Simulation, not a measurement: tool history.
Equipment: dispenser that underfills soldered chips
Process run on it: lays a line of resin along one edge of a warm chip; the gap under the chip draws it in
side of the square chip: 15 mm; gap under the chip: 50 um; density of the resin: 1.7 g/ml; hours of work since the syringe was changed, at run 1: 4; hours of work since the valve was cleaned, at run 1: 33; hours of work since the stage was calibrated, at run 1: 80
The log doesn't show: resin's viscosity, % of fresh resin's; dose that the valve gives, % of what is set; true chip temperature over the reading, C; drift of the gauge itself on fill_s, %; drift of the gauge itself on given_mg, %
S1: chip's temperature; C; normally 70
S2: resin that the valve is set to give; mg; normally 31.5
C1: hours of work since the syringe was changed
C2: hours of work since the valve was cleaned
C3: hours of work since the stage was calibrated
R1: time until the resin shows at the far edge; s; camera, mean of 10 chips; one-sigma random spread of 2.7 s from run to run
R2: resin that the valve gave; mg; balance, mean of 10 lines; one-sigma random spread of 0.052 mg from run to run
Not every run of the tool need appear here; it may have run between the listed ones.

| run | hour | S1 | S2 | C1 | C2 | C3 | R1 | R2 |
|---|---|---|---|---|---|---|---|---|
| 1 | 0.0 | 70 | 31.5 | 4 | 33 | 80 | 342.5 | 30.82 |
|  | 3.8 | new syringe of resin |
| 2 | 7.0 | 70 | 31.5 | 2 | 38 | 84 | 298.9 | 30.71 |
| 3 | 10.9 | 70 | 31.5 | 5 | 41 | 87 | 365.0 | 30.67 |
|  | 12.6 | new syringe of resin |
| 4 | 15.7 | 70 | 31.5 | 2 | 44 | 90 | 301.0 | 30.59 |
| 5 | 20.5 | 70 | 31.5 | 5 | 47 | 93 | 385.8 | 30.57 |
|  | 21.6 | new syringe of resin |
| 6 | 26.3 | 70 | 31.5 | 3 | 51 | 97 | 325.4 | 30.41 |
|  | 27.9 | dispensing valve cleaned and set on the balance |
| 7 | 30.4 | 70 | 31.5 | 5 | 2 | 99 | 368.4 | 31.45 |
|  | 31.8 | new syringe of resin |
| 8 | 35.9 | 70 | 31.5 | 3 | 5 | 102 | 320.3 | 31.32 |
| 9 | 38.7 | 70 | 31.5 | 5 | 7 | 104 | 365.6 | 31.22 |
|  | 41.0 | new syringe of resin |
| 10 | 43.3 | 70 | 31.5 | 2 | 10 | 107 | 292.8 | 31.11 |
| 11 | 46.8 | 70 | 31.5 | 4 | 12 | 110 | 343.9 | 31.14 |
|  | 49.8 | new syringe of resin |
| 12 | 52.7 | 70 | 31.5 | 2 | 16 | 113 | 294.2 | 30.96 |
| 13 | 56.2 | 70 | 31.5 | 4 | 19 | 116 | 342.2 | 30.99 |
|  | 58.6 | new syringe of resin |
| 14 | 60.2 | 70 | 31.5 | 1 | 21 | 118 | 268.5 | 31.01 |
| 15 | 66.4 | 70 | 31.5 | 5 | 25 | 122 | 366.5 | 30.81 |
|  | 67.5 | new syringe of resin |
| 16 | 72.7 | 70 | 31.5 | 4 | 29 | 126 | 337.0 | 30.74 |
| 17 | 75.5 | 70 | 31.5 | 5 | 31 | 128 | 379.1 | 30.64 |
|  | 76.8 | new syringe of resin |
| 18 | 82.8 | 70 | 31.5 | 4 | 36 | 133 | 337.3 | 30.51 |

The next listed run, before its measurement:
|  | 85.8 | new syringe of resin |
| 19 | 87.6 | 79 | 29.0 | 1 | 39 | 136 | ? | ? |

{"run 19": {"R1": 201.5, "R2": 28.09}}
Minus the tool's unlogged condition, the same run would have read R1 190.2 s, R2 29.01 mg.

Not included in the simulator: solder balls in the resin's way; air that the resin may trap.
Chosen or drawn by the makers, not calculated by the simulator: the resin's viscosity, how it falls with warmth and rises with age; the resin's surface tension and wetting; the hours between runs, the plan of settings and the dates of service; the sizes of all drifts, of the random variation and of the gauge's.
